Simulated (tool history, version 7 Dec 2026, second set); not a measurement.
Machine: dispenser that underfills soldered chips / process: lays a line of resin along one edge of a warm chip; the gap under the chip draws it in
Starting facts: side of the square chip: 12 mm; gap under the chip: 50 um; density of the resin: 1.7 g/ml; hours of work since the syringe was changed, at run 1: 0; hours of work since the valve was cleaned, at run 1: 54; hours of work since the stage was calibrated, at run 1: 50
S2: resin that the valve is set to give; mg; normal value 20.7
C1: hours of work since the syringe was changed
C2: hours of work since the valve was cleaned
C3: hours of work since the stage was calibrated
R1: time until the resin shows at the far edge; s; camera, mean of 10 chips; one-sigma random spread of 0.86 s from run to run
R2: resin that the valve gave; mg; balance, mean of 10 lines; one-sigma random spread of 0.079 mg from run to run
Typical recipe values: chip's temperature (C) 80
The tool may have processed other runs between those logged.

Run 1, hour 0: usual settings; C1 0; C2 54; C3 50. Result: R1 80.5 s, R2 20.28 mg.
Run 2, hour 5.6: usual settings; C1 4; C2 57; C3 53. Result: R1 90.9 s, R2 20.34 mg.
At hour 10.9: dispensing valve cleaned and set on the balance.
At hour 12.3: new syringe of resin.
Run 3, hour 12.3: usual settings; C1 0; C2 1; C3 57. Result: R1 80.2 s, R2 20.84 mg.
Run 4, hour 16.3: usual settings; C1 3; C2 3; C3 59. Result: R1 86.2 s, R2 20.71 mg.
Run 5, hour 22.7: usual settings; C1 7; C2 7; C3 63. Result: R1 99.6 s, R2 20.6 mg.
At hour 24: new syringe of resin.
Run 6, hour 27.4: usual settings but chip's temperature (C) 92; C1 2; C2 10; C3 66. Result: R1 48.8 s, R2 20.48 mg.
Run 7, hour 32.1: usual settings; C1 5; C2 13; C3 69. Result: R1 93.9 s, R2 20.49 mg.
At hour 35.6: new syringe of resin.
Run 8, hour 36.6: usual settings; C1 1; C2 16; C3 72. Result: R1 83.2 s, R2 20.53 mg.
Run 9, hour 40.8: usual settings but S2 26.6 mg; C1 3; C2 19; C3 75. Result: R1 88.6 s, R2 26.41 mg.
Run 10, hour 43.9: usual settings but S2 26.6 mg; C1 5; C2 21; C3 77. Result: R1 95 s, R2 26.31 mg.
At hour 47.3: new syringe of resin.
Run 11, hour 48.8: usual settings but chip's temperature (C) 82; C1 1; C2 24; C3 80. Result: R1 75.4 s, R2 20.49 mg.
Run 12, hour 54.2: usual settings but chip's temperature (C) 75, S2 20.6 mg; C1 4; C2 27; C3 83. Result: R1 121.4 s, R2 20.43 mg.
At hour 58.9: new syringe of resin.
Run 13, hour 59.3: usual settings but chip's temperature (C) 74, S2 19.8 mg; C1 0; C2 30; C3 86. Result: R1 112.8 s, R2 19.61 mg.
Run 14, hour 64.2: usual settings but chip's temperature (C) 66, S2 21.3 mg; C1 3; C2 34; C3 90. Result: R1 189.2 s, R2 21.03 mg.
Run 15, hour 67: usual settings but chip's temperature (C) 86, S2 24.7 mg; C1 5; C2 35; C3 91. Result: R1 71.3 s, R2 24.37 mg.
At hour 70.5: new syringe of resin.
Run 16, hour 71.4: usual settings but chip's temperature (C) 87, S2 18.3 mg; C1 1; C2 38; C3 94. Result: R1 61.5 s, R2 18.09 mg.
Run 17, hour 77.8: usual settings but chip's temperature (C) 75, S2 19.4 mg; C1 5; C2 42; C3 98. Result: R1 126.4 s, R2 19.04 mg.
At hour 82.1: new syringe of resin.
Run 18, hour 83.5: usual settings but chip's temperature (C) 89, S2 21.8 mg; C1 1; C2 46; C3 102. Result: R1 55.7 s, R2 21.52 mg.
Run 19, hour 87.6: usual settings but chip's temperature (C) 77, S2 18.6 mg; C1 4; C2 48; C3 104. Result: R1 108.2 s, R2 18.29 mg.
Run 20, hour 93.3: usual settings but S2 19.9 mg; C1 7; C2 52; C3 108. Result: R1 104.4 s, R2 19.44 mg.
At hour 94.2: new syringe of resin.
Run 21, hour 97.5: usual settings but S2 26 mg; C1 2; C2 55; C3 111. Result: R1 86.5 s, R2 25.53 mg.

Below are 3 alternative next runs, each starting from the tool's condition after run 21. Predict each:
Run A, hour 104.1: usual settings but chip's temperature (C) 92, S2 21.4 mg; C1 6; C2 59; C3 115. Result: R1 ?, R2 ?.
Run B, hour 104.1: usual settings but chip's temperature (C) 78, S2 21.6 mg; C1 6; C2 59; C3 115. Result: R1 ?, R2 ?.
Run C, hour 104.1: usual settings but chip's temperature (C) 72, S2 22.3 mg; C1 6; C2 59; C3 115. Result: R1 ?, R2 ?.

run     R1     R2
  A   55.9  20.93
  B  109.4  21.07
  C  148.2  21.79
Take away the tool's hidden state, keep each run's random variation, and the runs would have read:
run     R1     R2
  A   45.4  21.42
  B   88.8  21.56
  C  120.2  22.29

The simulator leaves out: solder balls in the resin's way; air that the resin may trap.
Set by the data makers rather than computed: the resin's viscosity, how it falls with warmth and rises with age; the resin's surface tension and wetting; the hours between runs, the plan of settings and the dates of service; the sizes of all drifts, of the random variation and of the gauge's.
